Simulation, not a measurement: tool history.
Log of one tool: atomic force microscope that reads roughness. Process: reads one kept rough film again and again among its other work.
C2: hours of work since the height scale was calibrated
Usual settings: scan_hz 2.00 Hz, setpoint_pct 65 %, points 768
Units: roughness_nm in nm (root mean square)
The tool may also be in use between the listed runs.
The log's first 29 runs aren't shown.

Run 30, day 26.567: usual settings but scan_hz 1.19 Hz, setpoint_pct 78 %, points 925; pictures with this tip 130; C2 64. Result: roughness_nm 4.862 nm (root mean square).
Run 31, day 27.196: usual settings but scan_hz 0.66 Hz, setpoint_pct 76 %, points 260; pictures with this tip 147; C2 74. Result: roughness_nm 4.899 nm (root mean square).
Run 32, day 27.796: usual settings but scan_hz 0.66 Hz, setpoint_pct 76 %, points 260; pictures with this tip 163; C2 85. Result: roughness_nm 4.860 nm (root mean square).
Run 33, day 29.083: usual settings but scan_hz 0.66 Hz, setpoint_pct 76 %, points 260; pictures with this tip 197; C2 107. Result: roughness_nm 4.785 nm (root mean square).
Run 34, day 29.992: usual settings but scan_hz 1.45 Hz, setpoint_pct 76 %, points 453; pictures with this tip 221; C2 122. Result: roughness_nm 4.640 nm (root mean square).
At day 30.383: new tip fitted.
Run 35, day 30.892: usual settings but setpoint_pct 69 %, points 906; pictures with this tip 13; C2 137. Result: roughness_nm 5.078 nm (root mean square).
Run 36, day 31.554: usual settings but setpoint_pct 69 %, points 906; pictures with this tip 31; C2 148. Result: roughness_nm 5.068 nm (root mean square).
Run 37, day 32.188: usual settings but scan_hz 1.45 Hz, setpoint_pct 67 %, points 293; pictures with this tip 48; C2 159. Result: roughness_nm 5.053 nm (root mean square).
Run 38, day 33.338: usual settings but scan_hz 1.62 Hz, points 950; pictures with this tip 78; C2 179. Result: roughness_nm 5.022 nm (root mean square).
Run 39, day 34.446: usual settings but scan_hz 1.79 Hz, points 994; pictures with this tip 107; C2 198. Result: roughness_nm 4.970 nm (root mean square).
Run 40, day 35.542: usual settings but setpoint_pct 71 %, points 900; pictures with this tip 136; C2 216. Result: roughness_nm 4.818 nm (root mean square).
Run 41, day 36.367: usual settings but setpoint_pct 59 %, points 450; pictures with this tip 158; C2 230. Result: roughness_nm 4.841 nm (root mean square).
Run 42, day 37.179: usual settings but setpoint_pct 59 %, points 450; pictures with this tip 180; C2 244. Result: roughness_nm 4.829 nm (root mean square).

Run 43 comes next. What will it give?
Run 43, day 38.350: usual settings but scan_hz 3.66 Hz, setpoint_pct 66 %, points 300; pictures with this tip 211; C2 264. Result: roughness_nm ?.

{"run 43": {"roughness_nm": 4.64}}
Without the tool's hidden state the same run would have given roughness_nm 5.046 nm (root mean square).
